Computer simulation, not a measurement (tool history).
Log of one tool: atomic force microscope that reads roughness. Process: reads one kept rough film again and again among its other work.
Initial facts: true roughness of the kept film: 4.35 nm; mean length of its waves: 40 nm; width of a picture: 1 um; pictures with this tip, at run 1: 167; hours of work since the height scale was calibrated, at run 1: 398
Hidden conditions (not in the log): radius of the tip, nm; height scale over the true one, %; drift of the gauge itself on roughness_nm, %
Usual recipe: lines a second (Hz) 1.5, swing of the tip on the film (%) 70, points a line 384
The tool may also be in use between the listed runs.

run    hour  lines a second (Hz)  swing of the tip on the film (%)  points a line  pictures with this tip  hours of work since the height scale was calibrated  roughness of the kept film (nm (root mean square))
  1       0                  1.5                                70            384                     167                                                  398                                               3.583
  2    22.3                  1.5                                70            384                     222                                                  416                                               3.599
  3    67.3                  1.5                                70            384                     332                                                  452                                               3.583
       83.8  -- new tip fitted
  4    93.4                  1.5                                70            384                      23                                                  472                                                 3.6
  5   135.4                  1.5                                88            384                     126                                                  505                                               3.214
  6   156.6                  1.5                                55            384                     178                                                  522                                               3.777
  7   178.6                  1.5                                70            384                     231                                                  539                                               3.624
  8   208.1                  1.5                                70            384                     304                                                  563                                               3.573
      234.2  -- new tip fitted
  9   234.2                  1.5                                70            384                       0                                                  583                                               3.611
 10   261.6                  1.5                                70            529                      67                                                  604                                               3.599
 11   293.8                  1.5                                70            384                     146                                                  630                                               3.601
 12   339.4                  1.5                                70            384                     257                                                  666                                               3.587
 13   365.3                  1.5                                70            384                     321                                                  686                                               3.578
      386.2  -- new tip fitted
 14   406.4                  1.5                                70            384                      49                                                  719                                               3.621
 15   427.2                  1.5                                70            384                     100                                                  735                                               3.605
 16   464.4                  1.5                                70            384                     191                                                  764                                               3.614
 17   499.8                  1.5                                70            384                     278                                                  792                                               3.577
 18   518.4                  1.5                                70            384                     323                                                  807                                               3.595
      539.1  -- new tip fitted
 19   556.2                  1.5                                70            384                      42                                                  837                                                3.63
 20   576.6                  1.5                                70            384                      92                                                  853                                               3.617
 21   610.6                  1.5                                70            384                     175                                                  880                                               3.617
 22   648.6                  1.5                                70            384                     268                                                  910                                               3.603
      689.8  -- new tip fitted
 23   690.2                  1.5                                70            384                       1                                                  942                                               3.605
 24   734.9                  1.5                                63            384                     111                                                  977                                               3.719
 25   756.8                  1.5                                70            384                     164                                                  995                                                3.59
 26     799                  1.5                                70            384                     267                                                 1028                                               3.587
 27   827.1                 1.46                                65            753                     336                                                 1050                                               3.681
      842.2  -- new tip fitted
 28   854.9                 3.49                                70            560                      31                                                 1072                                               3.261
 29   885.7                  2.1                                62            630                     106                                                 1096                                               3.653
 30   917.8                 2.25                                62            709                     185                                                 1122                                               3.618
 31   943.4                 2.25                                62            709                     247                                                 1142                                               3.611
 32     965                 2.25                                62            709                     300                                                 1159                                               3.615
      995.5  -- new tip fitted
 33  1005.2                 2.17                                57            417                      23                                                 1190                                               3.714
 34    1043                 2.17                                57            417                     116                                                 1220                                               3.718
 35  1065.1                 2.17                                57            417                     170                                                 1238                                               3.696
 36  1111.1                 0.52                                57            275                     282                                                 1274                                               3.823
     1148.2  -- new tip fitted
 37  1155.3                 3.71                                57            275                      17                                                 1309                                               3.571
 38  1177.2                  1.5                                80            384                      70                                                 1326                                               3.399
 39  1205.9                  1.5                                62            827                     141                                                 1349                                               3.714
 40  1232.7                 2.27                                59            383                     206                                                 1370                                                3.69
 41  1272.6                 2.27                                59            383                     304                                                 1401                                               3.641
 42  1291.7                 0.51                                59            435                     350                                                 1416                                               3.862
     1300.1  -- new tip fitted
 43  1317.2                 1.29                                59            429                      41                                                 1436                                               3.745
 44  1350.7                 1.29                                59            429                     124                                                 1463                                               3.766
 45    1376                 1.29                                59            429                     185                                                 1483                                               3.777
 46  1406.6                 1.29                                59            429                     260                                                 1507                                               3.748
 47  1432.3                 2.05                                77            322                     323                                                 1527                                               3.336
     1450.2  -- new tip fitted
 48  1475.6                 2.05                                77            322                      62                                                 1561                                               3.337
 49  1510.6                 2.05                                77            322                     147                                                 1589                                               3.359
 50  1532.8                 0.63                                66            391                     201                                                 1606                                               3.783
 51  1571.7                 0.68                                75            503                     296                                                 1637                                               3.716
     1603.2  -- new tip fitted
 52  1616.2                 3.34                                89            283                      32                                                 1672                                               2.595

Below are 4 alternative next runs, each starting from the tool's condition after run 52. Predict each:
  A  1640.6                 3.34                                57            283                      92                                                 1691                                                   ?
  B  1640.6                 1.59                                70            808                      92                                                 1691                                                   ?
  C  1640.6                 1.19                                80            878                      92                                                 1691                                                   ?
  D  1640.6                 0.53                                89            646                      92                                                 1691                                                   ?

run  roughness of the kept film (nm (root mean square))
  A                                               3.582
  B                                               3.602
  C                                               3.509
  D                                               3.622
The same runs, with their run-to-run variation unchanged, on a tool lacking any hidden condition would have given:
run  roughness of the kept film (nm (root mean square))
  A                                               3.585
  B                                               3.605
  C                                               3.512
  D                                               3.625
